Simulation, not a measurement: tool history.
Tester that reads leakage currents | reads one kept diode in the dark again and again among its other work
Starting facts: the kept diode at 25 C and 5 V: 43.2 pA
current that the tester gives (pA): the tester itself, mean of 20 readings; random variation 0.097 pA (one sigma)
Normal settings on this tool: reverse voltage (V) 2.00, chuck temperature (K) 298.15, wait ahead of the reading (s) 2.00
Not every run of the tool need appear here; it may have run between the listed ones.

run	day	reverse voltage (V)	chuck temperature (K)	wait ahead of the reading (s)	current that the tester gives (pA)
1	0.000	2.00	298.15	2.00	32.20
2	3.875	2.00	298.15	2.00	32.73
3	7.267	7.88	298.15	2.00	71.27
4	10.700	7.88	298.15	2.00	72.23
# day 10.967: chuck's temperature calibrated
5	14.042	7.88	298.15	2.00	77.99
6	17.171	7.88	298.15	2.00	79.35
7	20.871	15.87	298.15	0.84	122.68
8	24.404	2.00	298.15	1.12	38.63
# day 27.562: chuck's temperature calibrated, once more
9	27.808	1.46	316.15	0.33	89.27
10	31.354	1.46	323.15	0.77	142.52

Predict each of these 5 candidate next runs independently; none follows another, all start after run 10:
A	34.158	3.18	323.15	5.16	?
B	34.158	1.33	294.15	0.78	?
C	34.158	1.05	323.15	0.77	?
D	34.158	3.29	323.15	0.47	?
E	34.158	2.00	320.15	2.00	?

run	current that the tester gives (pA)
A	212.28
B	19.71
C	121.48
D	217.79
E	138.67
Had the tool no hidden state, the same runs would have come out as:
run	current that the tester gives (pA)
A	200.36
B	16.77
C	115.98
D	205.51
E	130.98
